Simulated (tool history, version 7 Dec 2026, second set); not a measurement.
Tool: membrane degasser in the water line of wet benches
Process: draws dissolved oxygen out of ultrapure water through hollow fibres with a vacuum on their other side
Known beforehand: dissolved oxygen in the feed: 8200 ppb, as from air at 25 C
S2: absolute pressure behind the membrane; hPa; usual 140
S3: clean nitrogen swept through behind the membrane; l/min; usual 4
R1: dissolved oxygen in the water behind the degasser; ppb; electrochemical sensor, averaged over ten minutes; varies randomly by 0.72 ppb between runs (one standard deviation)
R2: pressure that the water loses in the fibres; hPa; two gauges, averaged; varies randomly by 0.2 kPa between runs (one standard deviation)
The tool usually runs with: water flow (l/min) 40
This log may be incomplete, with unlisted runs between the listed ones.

Run 1, hour 0: usual settings. Result: R1 251.7 ppb, R2 437 hPa.
Run 2, hour 166.5: usual settings. Result: R1 253.8 ppb, R2 437 hPa.
Run 3, hour 319.7: usual settings. Result: R1 253.3 ppb, R2 440.9 hPa.
Run 4, hour 480.9: usual settings. Result: R1 255.4 ppb, R2 438.2 hPa.
Run 5, hour 644: usual settings but S2 250 hPa. Result: R1 497.5 ppb, R2 437.6 hPa.
Run 6, hour 795.5: usual settings but S3 11.49 l/min. Result: R1 97 ppb, R2 441.3 hPa.
Run 7, hour 1123.8: usual settings but S3 11.49 l/min. Result: R1 96.9 ppb, R2 441.3 hPa.
Run 8, hour 1281.1: usual settings but S3 11.49 l/min. Result: R1 96.8 ppb, R2 440 hPa.
Run 9, hour 1537.9: usual settings. Result: R1 253.8 ppb, R2 442.1 hPa.
Run 10, hour 1708.4: usual settings but S3 2.36 l/min. Result: R1 405.9 ppb, R2 438.5 hPa.
Run 11, hour 1911: usual settings but S3 2.36 l/min. Result: R1 406.1 ppb, R2 442.9 hPa.
Run 12, hour 2165.3: usual settings. Result: R1 257.5 ppb, R2 441 hPa.
Run 13, hour 2409.1: usual settings but S3 7.89 l/min. Result: R1 137.4 ppb, R2 440.9 hPa.
Run 14, hour 2656.1: usual settings. Result: R1 257.4 ppb, R2 443.9 hPa.
Run 15, hour 2840.2: usual settings. Result: R1 256.2 ppb, R2 445.5 hPa.
Run 16, hour 3150.5: usual settings but S3 3.84 l/min. Result: R1 267 ppb, R2 448 hPa.
Run 17, hour 3330.6: usual settings but S3 6.09 l/min. Result: R1 176.1 ppb, R2 448.1 hPa.
Run 18, hour 3471.4: usual settings but water flow (l/min) 39, S2 145 hPa, S3 9.26 l/min. Result: R1 121.4 ppb, R2 439.3 hPa.
Run 19, hour 3659.9: usual settings but S3 9.22 l/min. Result: R1 120.5 ppb, R2 449.7 hPa.
Run 20, hour 3910: usual settings but S3 9.22 l/min. Result: R1 120.2 ppb, R2 445.6 hPa.
Run 21, hour 4156.9: usual settings but water flow (l/min) 53, S2 208 hPa, S3 9.22 l/min. Result: R1 252.5 ppb, R2 596.3 hPa.
Run 22, hour 4372.5: usual settings but water flow (l/min) 53, S2 306 hPa, S3 1.8 l/min. Result: R1 1470.3 ppb, R2 600.1 hPa.
Run 23, hour 4656.1: usual settings but S2 111 hPa, S3 2.77 l/min. Result: R1 268 ppb, R2 448.5 hPa.
Run 24, hour 4812.4: usual settings but S2 111 hPa, S3 2.77 l/min. Result: R1 267.3 ppb, R2 453.5 hPa.
Run 25, hour 4980.2: usual settings but water flow (l/min) 26. Result: R1 172.6 ppb, R2 296.2 hPa.
Run 26, hour 5159.5: usual settings but water flow (l/min) 35, S2 111 hPa, S3 5.56 l/min. Result: R1 126 ppb, R2 394.7 hPa.

For run 27, what comes out?
At hour 5232.9: vacuum gauge calibrated.
Run 27, hour 5480.7: usual settings but water flow (l/min) 24, S2 261 hPa. Result: R1 ?, R2 ?.

{"run 27": {"R1": 326.3, "R2": 273.3}}
With no hidden state in the tool, this same run would have given R1 321.4 ppb, R2 254.3 hPa.
